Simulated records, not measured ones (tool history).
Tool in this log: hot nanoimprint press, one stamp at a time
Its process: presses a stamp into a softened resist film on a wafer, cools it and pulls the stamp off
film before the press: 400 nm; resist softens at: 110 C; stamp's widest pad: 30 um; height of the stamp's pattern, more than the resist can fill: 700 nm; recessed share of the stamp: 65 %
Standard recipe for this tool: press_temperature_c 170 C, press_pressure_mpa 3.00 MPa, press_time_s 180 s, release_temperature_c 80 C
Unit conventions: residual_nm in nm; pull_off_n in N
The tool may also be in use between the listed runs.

{"run": 1, "day": 0.0, "press_temperature_c": 170, "press_pressure_mpa": 3.0, "press_time_s": 180, "release_temperature_c": 80, "residual_nm": 156.2, "pull_off_n": 174}
{"run": 2, "day": 1.379, "press_temperature_c": 170, "press_pressure_mpa": 4.52, "press_time_s": 180, "release_temperature_c": 80, "residual_nm": 131.2, "pull_off_n": 174}
{"run": 3, "day": 3.633, "press_temperature_c": 170, "press_pressure_mpa": 4.52, "press_time_s": 180, "release_temperature_c": 80, "residual_nm": 130.3, "pull_off_n": 167}
{"run": 4, "day": 5.662, "press_temperature_c": 170, "press_pressure_mpa": 3.0, "press_time_s": 180, "release_temperature_c": 80, "residual_nm": 156.3, "pull_off_n": 184}
{"run": 5, "day": 6.917, "press_temperature_c": 170, "press_pressure_mpa": 3.0, "press_time_s": 180, "release_temperature_c": 80, "residual_nm": 158.2, "pull_off_n": 190}
{"run": 6, "day": 8.142, "press_temperature_c": 170, "press_pressure_mpa": 3.0, "press_time_s": 180, "release_temperature_c": 81, "residual_nm": 156.4, "pull_off_n": 183}
{"day": 8.775, "done": "stamp cleaned and given a new release coat"}
{"run": 7, "day": 10.242, "press_temperature_c": 170, "press_pressure_mpa": 3.0, "press_time_s": 180, "release_temperature_c": 81, "residual_nm": 157.4, "pull_off_n": 108}
{"day": 12.696, "done": "press's hydraulic seals changed and the load cell set to zero"}
{"run": 8, "day": 12.696, "press_temperature_c": 170, "press_pressure_mpa": 3.0, "press_time_s": 180, "release_temperature_c": 80, "residual_nm": 157.3, "pull_off_n": 113}
{"run": 9, "day": 14.154, "press_temperature_c": 170, "press_pressure_mpa": 3.0, "press_time_s": 180, "release_temperature_c": 80, "residual_nm": 157.0, "pull_off_n": 115}
{"run": 10, "day": 16.042, "press_temperature_c": 170, "press_pressure_mpa": 3.0, "press_time_s": 180, "release_temperature_c": 73, "residual_nm": 158.1, "pull_off_n": 126}
{"run": 11, "day": 17.675, "press_temperature_c": 170, "press_pressure_mpa": 3.0, "press_time_s": 180, "release_temperature_c": 73, "residual_nm": 158.0, "pull_off_n": 131}
{"day": 17.938, "done": "plate thermocouple calibrated"}
{"run": 12, "day": 19.388, "press_temperature_c": 170, "press_pressure_mpa": 3.0, "press_time_s": 180, "release_temperature_c": 73, "residual_nm": 161.9, "pull_off_n": 137}
{"run": 13, "day": 21.512, "press_temperature_c": 178, "press_pressure_mpa": 3.0, "press_time_s": 180, "release_temperature_c": 80, "residual_nm": 114.3, "pull_off_n": 135}
{"day": 22.562, "done": "plate thermocouple calibrated, once more"}
{"run": 14, "day": 23.604, "press_temperature_c": 171, "press_pressure_mpa": 3.0, "press_time_s": 180, "release_temperature_c": 80, "residual_nm": 144.3, "pull_off_n": 132}
{"run": 15, "day": 25.825, "press_temperature_c": 171, "press_pressure_mpa": 3.0, "press_time_s": 180, "release_temperature_c": 80, "residual_nm": 143.6, "pull_off_n": 135}
{"run": 16, "day": 27.825, "press_temperature_c": 167, "press_pressure_mpa": 3.0, "press_time_s": 180, "release_temperature_c": 80, "residual_nm": 173.2, "pull_off_n": 132}
{"run": 17, "day": 29.342, "press_temperature_c": 167, "press_pressure_mpa": 3.0, "press_time_s": 180, "release_temperature_c": 80, "residual_nm": 174.0, "pull_off_n": 134}
{"run": 18, "day": 30.725, "press_temperature_c": 163, "press_pressure_mpa": 3.0, "press_time_s": 180, "release_temperature_c": 81, "residual_nm": 207.2, "pull_off_n": 143}
{"run": 19, "day": 32.583, "press_temperature_c": 163, "press_pressure_mpa": 4.79, "press_time_s": 115, "release_temperature_c": 80, "residual_nm": 206.8, "pull_off_n": 145}

Estimate the outcome of run 20 from the log above:
{"run": 20, "day": 33.708, "press_temperature_c": 177, "press_pressure_mpa": 3.0, "press_time_s": 180, "release_temperature_c": 80, "residual_nm": "?", "pull_off_n": "?"}

{"run 20": {"residual_nm": 111.5, "pull_off_n": 142}}
If the tool had no hidden condition, the same run with the same run-to-run variation would have returned residual_nm 107.6 nm, pull_off_n 104 N.

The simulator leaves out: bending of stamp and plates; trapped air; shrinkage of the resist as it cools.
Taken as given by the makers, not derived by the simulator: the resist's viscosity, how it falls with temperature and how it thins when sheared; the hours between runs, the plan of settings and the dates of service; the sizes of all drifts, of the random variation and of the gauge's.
